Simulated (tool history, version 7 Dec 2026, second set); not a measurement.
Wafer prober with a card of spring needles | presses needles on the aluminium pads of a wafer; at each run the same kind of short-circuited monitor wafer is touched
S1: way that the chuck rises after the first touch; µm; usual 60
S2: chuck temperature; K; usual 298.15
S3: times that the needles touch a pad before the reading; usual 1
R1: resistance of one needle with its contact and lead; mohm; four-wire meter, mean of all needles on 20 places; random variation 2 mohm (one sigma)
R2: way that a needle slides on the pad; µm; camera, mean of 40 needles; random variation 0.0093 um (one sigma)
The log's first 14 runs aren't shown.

run   hour  S1      S2  S3   R1      R2
      96.7  -- tips cleaned on abrasive film, once more
 15  103.5  41  349.15   1  305  10.799
 16  115.1  60  298.15   1  284  15.850
 17  120.8  60  298.15   1  293  15.866
     124.5  -- tips cleaned on abrasive film
 18  127.4  54  298.15   2  228  14.235
 19  135.6  54  298.15   2  253  14.253
 20  146.0  42  298.15   2  310  11.056
 21  152.0  69  327.15   2  254  18.244
     152.6  -- tips cleaned on abrasive film
 22  159.6  49  314.15   2  257  12.900
 23  165.0  49  314.15   2  269  12.903
 24  171.8  63  365.15   1  285  16.626
 25  176.6  63  365.15   1  296  16.615
     180.4  -- tips cleaned on abrasive film
 26  182.1  50  328.15   1  249  13.141
 27  192.4  45  329.15   2  283  11.816
 28  201.7  45  329.15   2  299  11.842
     208.2  -- tips cleaned on abrasive film
 29  209.2  45  329.15   2  238  11.811
 30  215.3  63  328.15   1  259  16.592
 31  220.4  69  328.15   1  265  18.177
 32  230.7  69  328.15   1  281  18.212
     236.1  -- tips cleaned on abrasive film
 33  241.1  69  339.15   1  248  18.188
 34  251.9  40  339.15   1  368  10.487

3 ways to go on from here, each from the tool as it stands after run 34. What would each give?
  A  256.9  52  315.15   2   ?   ?
  B  256.9  41  310.15   1   ?   ?
  C  256.9  61  339.15   1   ?   ?

run   R1      R2
  A  277  13.657
  B  369  10.738
  C  287  16.064
Without the tool's hidden state the same runs would have given:
run   R1      R2
  A  219  13.818
  B  221  10.900
  C  217  16.225
